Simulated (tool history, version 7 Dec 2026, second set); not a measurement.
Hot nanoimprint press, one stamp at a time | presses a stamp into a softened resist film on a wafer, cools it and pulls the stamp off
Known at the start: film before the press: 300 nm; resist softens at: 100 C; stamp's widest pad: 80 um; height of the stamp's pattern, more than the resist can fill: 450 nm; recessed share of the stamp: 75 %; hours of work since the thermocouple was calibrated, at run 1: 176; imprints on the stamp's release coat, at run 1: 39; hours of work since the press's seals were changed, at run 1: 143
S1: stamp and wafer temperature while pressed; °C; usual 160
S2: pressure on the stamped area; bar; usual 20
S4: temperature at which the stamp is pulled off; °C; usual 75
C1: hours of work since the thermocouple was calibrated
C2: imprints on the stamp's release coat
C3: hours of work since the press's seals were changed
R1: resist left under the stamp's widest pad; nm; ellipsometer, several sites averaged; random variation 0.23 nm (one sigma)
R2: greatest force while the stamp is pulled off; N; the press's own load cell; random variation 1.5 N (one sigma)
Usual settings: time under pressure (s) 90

Run 1, hour 0: usual settings; C1 176; C2 39; C3 143. Result: R1 113.7 nm, R2 142 N.
Run 2, hour 6.8: usual settings but time under pressure (s) 86; C1 181; C2 79; C3 148. Result: R1 115.8 nm, R2 147 N.
Run 3, hour 15.9: usual settings but time under pressure (s) 86; C1 188; C2 132; C3 156. Result: R1 115.9 nm, R2 148 N.
Run 4, hour 21.5: usual settings but time under pressure (s) 86; C1 193; C2 165; C3 160. Result: R1 116 nm, R2 149 N.
Run 5, hour 30.4: usual settings but time under pressure (s) 129; C1 200; C2 217; C3 167. Result: R1 97.6 nm, R2 147 N.
Run 6, hour 37.2: usual settings; C1 205; C2 256; C3 172. Result: R1 113.7 nm, R2 145 N.
Run 7, hour 43.1: usual settings but time under pressure (s) 48; C1 210; C2 291; C3 177. Result: R1 145.1 nm, R2 146 N.
Run 8, hour 52.4: usual settings but S1 151 °C, time under pressure (s) 48; C1 217; C2 346; C3 185. Result: R1 195.1 nm, R2 148 N.
Run 9, hour 57.8: usual settings but S1 163 °C; C1 221; C2 377; C3 189. Result: R1 100.8 nm, R2 151 N.
Run 10, hour 67.8: usual settings; C1 229; C2 435; C3 197. Result: R1 113.3 nm, R2 150 N.
At hour 71.5: plate thermocouple calibrated.
Run 11, hour 81.6: usual settings; C1 8; C2 499; C3 205. Result: R1 111.6 nm, R2 149 N.
Run 12, hour 88.3: usual settings; C1 13; C2 538; C3 211. Result: R1 111.4 nm, R2 149 N.
Run 13, hour 93.1: usual settings; C1 17; C2 566; C3 214. Result: R1 111.3 nm, R2 150 N.
Run 14, hour 101.6: usual settings but time under pressure (s) 73; C1 24; C2 615; C3 221. Result: R1 121.2 nm, R2 150 N.
Run 15, hour 107.4: usual settings but S4 64 °C; C1 28; C2 650; C3 226. Result: R1 111.5 nm, R2 186 N.
Run 16, hour 118.2: usual settings but S1 156 °C, S2 13.2 bar, time under pressure (s) 95, S4 68 °C; C1 37; C2 713; C3 234. Result: R1 150.7 nm, R2 175 N.
Run 17, hour 122.7: usual settings but S1 168 °C, S2 20.3 bar, S4 81 °C; C1 41; C2 739; C3 238. Result: R1 81.8 nm, R2 132 N.
At hour 129.6: plate thermocouple calibrated, once more.
Run 18, hour 132.8: usual settings but S1 161 °C, S2 22.3 bar; C1 3; C2 781; C3 244. Result: R1 107.5 nm, R2 157 N.
Run 19, hour 138.8: usual settings but S2 15.9 bar, time under pressure (s) 79, S4 74 °C; C1 7; C2 816; C3 248. Result: R1 136.2 nm, R2 159 N.
Run 20, hour 145.4: usual settings but S1 168 °C, S2 15.9 bar, time under pressure (s) 79, S4 74 °C; C1 13; C2 854; C3 254. Result: R1 102.3 nm, R2 159 N.
Run 21, hour 150.6: usual settings but S1 168 °C, S2 15.9 bar, time under pressure (s) 79, S4 74 °C; C1 17; C2 884; C3 258. Result: R1 102.1 nm, R2 163 N.
Run 22, hour 158.9: usual settings but S1 168 °C, S2 15.9 bar, time under pressure (s) 79, S4 74 °C; C1 23; C2 933; C3 264. Result: R1 102 nm, R2 163 N.
Run 23, hour 166.5: usual settings but S1 171 °C, S2 20.3 bar, time under pressure (s) 82, S4 61 °C; C1 29; C2 978; C3 270. Result: R1 80.3 nm, R2 206 N.
Run 24, hour 176.1: usual settings but S1 158 °C; C1 37; C2 1034; C3 278. Result: R1 126.3 nm, R2 163 N.
Run 25, hour 185.3: usual settings but S1 158 °C; C1 44; C2 1087; C3 285. Result: R1 126.3 nm, R2 161 N.
Run 26, hour 191: usual settings but S2 13.4 bar; C1 49; C2 1121; C3 290. Result: R1 139.6 nm, R2 161 N.
Run 27, hour 199.3: usual settings but S1 164 °C, S4 81 °C; C1 55; C2 1169; C3 296. Result: R1 100.3 nm, R2 142 N.
Run 28, hour 205.6: usual settings but S1 164 °C, S4 81 °C; C1 60; C2 1206; C3 301. Result: R1 100.4 nm, R2 143 N.
Run 29, hour 215.1: usual settings but S4 62 °C; C1 68; C2 1262; C3 309. Result: R1 116.6 nm, R2 209 N.
Run 30, hour 219.7: usual settings but S1 149 °C, S2 24.8 bar, time under pressure (s) 61, S4 63 °C; C1 71; C2 1289; C3 313. Result: R1 185.6 nm, R2 206 N.

Hidden state at the last listed run before each entry between runs and at the first one after, where it differs:
Between runs 10 and 11: plate thermocouple calibrated (hour 71.5)
  true temperature over the reading, C: 0.79 -> 1.26; pressure that arrives at the usual setting, %: 98.55 -> 98.49; grip of the stamp's worn release coat, % over a new coat's: 3.7 -> 4.2
  measured less the result without the state, R1: -2.7 -> -4.7 nm; R2: +3 -> +2 N
Between runs 17 and 18: plate thermocouple calibrated, once more (hour 129.6)
  true temperature over the reading, C: 1.35 -> -0.1; pressure that arrives at the usual setting, %: 98.27 -> 98.23; grip of the stamp's worn release coat, % over a new coat's: 6.3 -> 6.6
  measured less the result without the state, R1: -3.4 -> +1.4 nm; R2: +4 -> +10 N
